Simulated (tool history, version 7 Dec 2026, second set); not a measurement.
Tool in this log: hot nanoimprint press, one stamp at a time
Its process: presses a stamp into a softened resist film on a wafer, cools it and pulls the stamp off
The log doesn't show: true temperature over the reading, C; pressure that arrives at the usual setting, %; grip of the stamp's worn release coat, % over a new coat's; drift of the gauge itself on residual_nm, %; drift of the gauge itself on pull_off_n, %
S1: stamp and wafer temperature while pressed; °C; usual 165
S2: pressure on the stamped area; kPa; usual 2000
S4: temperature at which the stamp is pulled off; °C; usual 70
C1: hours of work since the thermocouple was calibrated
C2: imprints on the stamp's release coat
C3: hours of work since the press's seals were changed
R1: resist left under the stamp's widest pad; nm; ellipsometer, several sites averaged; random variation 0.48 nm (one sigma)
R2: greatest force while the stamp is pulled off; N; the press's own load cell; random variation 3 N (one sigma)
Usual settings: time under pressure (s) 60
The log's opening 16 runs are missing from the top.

Run 17, hour 520.3: usual settings but S2 1330 kPa, time under pressure (s) 59; C1 202; C2 2054; C3 202. Result: R1 269.5 nm, R2 149 N.
At hour 556.6: stamp cleaned and given a new release coat.
Run 18, hour 563.1: usual settings but S2 1330 kPa, time under pressure (s) 59; C1 229; C2 28; C3 229. Result: R1 268.9 nm, R2 146 N.
Run 19, hour 594.7: usual settings but S1 176 °C, time under pressure (s) 32; C1 252; C2 166; C3 252. Result: R1 193.5 nm, R2 146 N.
Run 20, hour 617.8: usual settings but S1 157 °C, S2 1340 kPa, time under pressure (s) 92; C1 269; C2 267; C3 269. Result: R1 300.5 nm, R2 151 N.
Run 21, hour 634.9: usual settings but S1 159 °C, S2 2830 kPa, time under pressure (s) 31, S4 76 °C; C1 281; C2 342; C3 281. Result: R1 289.7 nm, R2 128 N.
Run 22, hour 663.9: usual settings but S1 159 °C, S2 2830 kPa, time under pressure (s) 31, S4 76 °C; C1 302; C2 468; C3 302. Result: R1 290.0 nm, R2 136 N.
Run 23, hour 687.3: usual settings but S1 159 °C, S2 1870 kPa, time under pressure (s) 31, S4 76 °C; C1 320; C2 570; C3 320. Result: R1 339.5 nm, R2 137 N.
Run 24, hour 724.9: usual settings but S1 159 °C, S2 1970 kPa, time under pressure (s) 31, S4 76 °C; C1 347; C2 734; C3 347. Result: R1 333.6 nm, R2 135 N.
Run 25, hour 761.2: usual settings but S1 159 °C, S2 1970 kPa, time under pressure (s) 31, S4 77 °C; C1 374; C2 892; C3 374. Result: R1 332.9 nm, R2 134 N.
Run 26, hour 784.7: usual settings but S1 159 °C, S2 1970 kPa, time under pressure (s) 31, S4 77 °C; C1 391; C2 995; C3 391. Result: R1 335.3 nm, R2 139 N.
Run 27, hour 814.4: usual settings but S1 167 °C, S4 64 °C; C1 413; C2 1124; C3 413. Result: R1 207.5 nm, R2 154 N.
Run 28, hour 853.4: usual settings but S1 172 °C, S4 64 °C; C1 441; C2 1294; C3 441. Result: R1 175.2 nm, R2 159 N.

Run 29 is up next; what results do you expect?
Run 29, hour 890.9: usual settings but S1 172 °C, S2 1280 kPa, S4 62 °C; C1 469; C2 1458; C3 469. Result: R1 ?, R2 ?.

{"run 29": {"R1": 219.8, "R2": 159}}
The same run, on a tool lacking any hidden state, would have yielded R1 215.5 nm, R2 157 N.

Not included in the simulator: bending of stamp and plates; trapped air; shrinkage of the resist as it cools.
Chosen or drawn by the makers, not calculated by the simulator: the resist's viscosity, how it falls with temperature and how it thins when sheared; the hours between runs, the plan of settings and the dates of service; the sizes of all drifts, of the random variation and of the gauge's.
